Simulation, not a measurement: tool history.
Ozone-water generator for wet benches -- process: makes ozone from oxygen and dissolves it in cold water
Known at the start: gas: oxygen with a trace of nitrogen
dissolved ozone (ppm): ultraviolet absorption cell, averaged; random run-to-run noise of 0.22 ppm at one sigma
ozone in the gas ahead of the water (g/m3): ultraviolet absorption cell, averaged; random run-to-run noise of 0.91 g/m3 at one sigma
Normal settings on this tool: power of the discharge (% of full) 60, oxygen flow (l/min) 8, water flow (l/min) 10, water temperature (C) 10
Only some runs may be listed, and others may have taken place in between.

run,day,power of the discharge (% of full),oxygen flow (l/min),water flow (l/min),water temperature (C),dissolved ozone (ppm),ozone in the gas ahead of the water (g/m3)
1,0,60,8,10,10,32.8,151.9
2,1.354,60,8,10,10,32.5,152.4
3,2.283,60,7.84,10,10,32.1,153.1
4,4.038,60,8,10,8,34,152.7
5,5.638,60,8,8,8,38.8,151.2
6,6.462,60,8,8,8,39.2,153.5
7,7.629,60,8,8,8,38.8,151.2
8,8.975,60,8,8,8,38.6,152.7
9,9.958,60,8,8,8,39.2,153.9
10,11.308,60,8,10,14,29.6,152.6
11,12.846,60,13.71,10,10,32,128.9
12,13.804,60,13.71,10,10,32,129
13,14.592,60,13.71,6,10,40.4,130.1
14,15.296,60,8,10,10,32.8,152
15,16.454,60,8,10,10,32.4,151.7
16,17.592,60,8,10,10,32.7,151.5
17,18.304,86,8,13,10,36.3,207.9
18,19.942,60,7.77,13,15,24.6,153.2
19,21.292,60,7.77,13,15,24.5,155.7
20,22.212,43,8,8,10,27.9,117.2
21,23.538,60,7.98,10,5,36.3,155.3
22,24.504,60,7.98,10,5,36,153.4
23,25.312,46,4.99,10,6,27,142
24,27.071,100,4.21,9,11,49.6,289.7
25,28.625,100,4.21,9,5,54.8,290.1
26,29.5,100,4.21,9,5,54.9,292.1
27,30.283,100,4.21,9,5,54.6,292.5
28,31.958,63,6.41,10,10,33.5,172.8
29,33.133,63,6.41,10,10,33.7,172.2
30,34.096,42,9.31,12,8,22.1,110.4
31,35.592,42,9.31,13,7,21.8,109.3

Alternative continuations, all from the tool just after run 31; predict every row:
A,37.029,62,9.31,8,15,?,?
B,37.029,48,8,10,10,?,?
C,37.029,42,13.3,14,8,?,?
D,37.029,81,9.31,7,14,?,?
E,37.029,46,8,16,5,?,?

run,dissolved ozone (ppm),ozone in the gas ahead of the water (g/m3)
A,33.6,152.7
B,26.9,127.8
C,20.3,98.5
D,46.1,189.8
E,20,124.1
Without the tool's hidden state the same runs would have given:
run,dissolved ozone (ppm),ozone in the gas ahead of the water (g/m3)
A,33.6,148.7
B,26.9,124.5
C,20.3,95.9
D,46.2,184.9
E,20.1,120.9

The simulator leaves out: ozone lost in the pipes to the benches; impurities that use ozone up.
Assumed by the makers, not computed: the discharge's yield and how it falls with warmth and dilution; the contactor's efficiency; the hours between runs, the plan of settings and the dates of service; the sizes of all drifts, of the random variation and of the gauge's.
